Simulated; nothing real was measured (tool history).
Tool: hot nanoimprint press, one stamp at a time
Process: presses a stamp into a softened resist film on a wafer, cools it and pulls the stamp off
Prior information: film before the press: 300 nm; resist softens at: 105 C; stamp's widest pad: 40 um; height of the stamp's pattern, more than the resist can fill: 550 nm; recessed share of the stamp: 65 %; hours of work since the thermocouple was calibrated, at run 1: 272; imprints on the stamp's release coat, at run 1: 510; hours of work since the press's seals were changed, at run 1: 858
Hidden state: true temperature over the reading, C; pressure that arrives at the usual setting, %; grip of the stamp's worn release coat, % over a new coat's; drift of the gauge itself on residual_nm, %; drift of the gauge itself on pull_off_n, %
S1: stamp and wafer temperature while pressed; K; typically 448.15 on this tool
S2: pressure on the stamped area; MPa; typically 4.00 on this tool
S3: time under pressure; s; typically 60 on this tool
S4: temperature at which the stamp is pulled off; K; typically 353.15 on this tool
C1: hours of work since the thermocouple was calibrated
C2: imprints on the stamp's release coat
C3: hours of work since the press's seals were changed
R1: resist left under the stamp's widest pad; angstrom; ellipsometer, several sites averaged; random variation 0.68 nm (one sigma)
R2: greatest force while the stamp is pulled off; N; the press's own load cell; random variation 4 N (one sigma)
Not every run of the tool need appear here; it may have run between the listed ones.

run 1 day=0.000 | S1=448.15 S2=4.00 S3=60 S4=353.15 | C1=272 C2=510 C3=858 | R1=1217 R2=195
run 2 day=1.850 | S1=448.15 S2=4.00 S3=60 S4=353.15 | C1=290 C2=645 C3=876 | R1=1225 R2=194
-- day=2.546 stamp cleaned and given a new release coat
run 3 day=3.829 | S1=448.15 S2=4.00 S3=60 S4=353.15 | C1=308 C2=94 C3=893 | R1=1223 R2=188
run 4 day=5.692 | S1=448.15 S2=3.14 S3=60 S4=353.15 | C1=326 C2=229 C3=911 | R1=1398 R2=193
run 5 day=6.721 | S1=448.15 S2=3.14 S3=60 S4=353.15 | C1=336 C2=304 C3=922 | R1=1379 R2=194
run 6 day=8.450 | S1=448.15 S2=3.14 S3=60 S4=353.15 | C1=353 C2=429 C3=939 | R1=1399 R2=200
run 7 day=9.683 | S1=448.15 S2=3.14 S3=60 S4=353.15 | C1=365 C2=519 C3=951 | R1=1391 R2=194
run 8 day=11.304 | S1=448.15 S2=5.52 S3=60 S4=353.15 | C1=382 C2=637 C3=967 | R1=1003 R2=200
-- day=12.058 stamp cleaned and given a new release coat
run 9 day=13.558 | S1=448.15 S2=5.40 S3=60 S4=353.15 | C1=401 C2=109 C3=987 | R1=1016 R2=199
run 10 day=15.283 | S1=448.15 S2=5.40 S3=60 S4=353.15 | C1=418 C2=234 C3=1004 | R1=1013 R2=190
-- day=15.996 plate thermocouple calibrated
run 11 day=17.433 | S1=452.15 S2=3.70 S3=66 S4=343.15 | C1=14 C2=381 C3=1024 | R1=1067 R2=208
run 12 day=18.608 | S1=447.15 S2=3.70 S3=66 S4=338.15 | C1=26 C2=467 C3=1036 | R1=1275 R2=222
run 13 day=19.667 | S1=447.15 S2=3.70 S3=66 S4=338.15 | C1=36 C2=544 C3=1046 | R1=1256 R2=229

Run by run, hidden condition taken away, random variation retained:
run=1 R1=1212
run=2 R1=1221
run=3 R1=1220
run=4 R1=1398
run=5 R1=1380
run=6 R1=1401
run=7 R1=1393
run=8 R1=1005
run=9 R1=1019
run=10 R1=1017
run=11 R1=1077
run=12 R1=1288
run=13 R1=1270
R2: within 3 N of the measured result in every run.
